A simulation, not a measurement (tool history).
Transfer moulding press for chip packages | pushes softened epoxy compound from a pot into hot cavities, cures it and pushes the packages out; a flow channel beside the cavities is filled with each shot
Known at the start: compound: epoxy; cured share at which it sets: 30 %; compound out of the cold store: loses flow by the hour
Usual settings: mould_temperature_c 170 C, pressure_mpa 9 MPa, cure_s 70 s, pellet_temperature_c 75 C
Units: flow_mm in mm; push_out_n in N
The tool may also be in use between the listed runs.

run,hour,mould_temperature_c,pressure_mpa,cure_s,pellet_temperature_c,incoming compound's hours out of the cold store,flow_mm,push_out_n
1,0,170,9,70,75,35,612,399
2,4.8,170,9,70,75,31.8,625,460
3,9.5,177,9,70,75,9.7,708,450
4,16.8,177,9,70,75,34.1,596,507
5,21.7,170,7.67,70,75,41.7,535,583
# hour 29.3: cavities cleaned with cleaning compound and waxed
6,34,170,7.67,70,75,21.6,615,411
7,40.5,170,7.67,70,75,38.5,545,486
8,46.5,170,7.67,95,75,21,620,482
9,56.5,170,7.67,95,75,30.9,573,551
# hour 62.2: cavities cleaned with cleaning compound and waxed
10,68.4,170,7.67,95,75,8.3,671,384
11,75,170,7.67,95,75,26.4,591,450
12,82.9,170,7.67,95,75,20.7,613,492
# hour 95.3: cavities cleaned with cleaning compound and waxed
13,95.4,170,7.67,95,75,19,622,307
14,102.4,170,7.67,97,79,13.6,640,412
15,111.3,170,9,107,71,9,717,489
16,120.1,177,10.27,90,78,20.8,680,552
# hour 127.5: cavities cleaned with cleaning compound and waxed
17,131,177,10.27,76,78,44.5,577,346
18,140.7,170,10.33,63,80,8.2,768,599
19,149.4,170,10.33,103,80,9.1,759,512
20,155.3,170,10.33,103,80,21.7,695,564
# hour 160.2: cavities cleaned with cleaning compound and waxed
21,161.5,170,10.33,103,80,23.4,684,316
22,170,167,7.32,91,72,18.8,603,445
23,174.7,167,6.91,72,72,30.4,541,572
24,185,170,9,109,75,25.2,631,525
# hour 190: plunger's sealing rings changed
# hour 195.5: cavities cleaned with cleaning compound and waxed
25,197.8,170,9,109,75,36,612,317

Forecast each of these 4 alternatives for the next run:
A,205,170,9,100,81,47.3,?,?
B,205,170,9,51,75,22.9,?,?
C,205,163,9.44,109,72,45,?,?
D,205,175,7.53,109,75,37.1,?,?

run,flow_mm,push_out_n
A,561,416
B,675,843
C,608,441
D,547,427
Without the tool's hidden state the same runs would have given:
run,flow_mm,push_out_n
A,566,285
B,681,607
C,613,307
D,552,295

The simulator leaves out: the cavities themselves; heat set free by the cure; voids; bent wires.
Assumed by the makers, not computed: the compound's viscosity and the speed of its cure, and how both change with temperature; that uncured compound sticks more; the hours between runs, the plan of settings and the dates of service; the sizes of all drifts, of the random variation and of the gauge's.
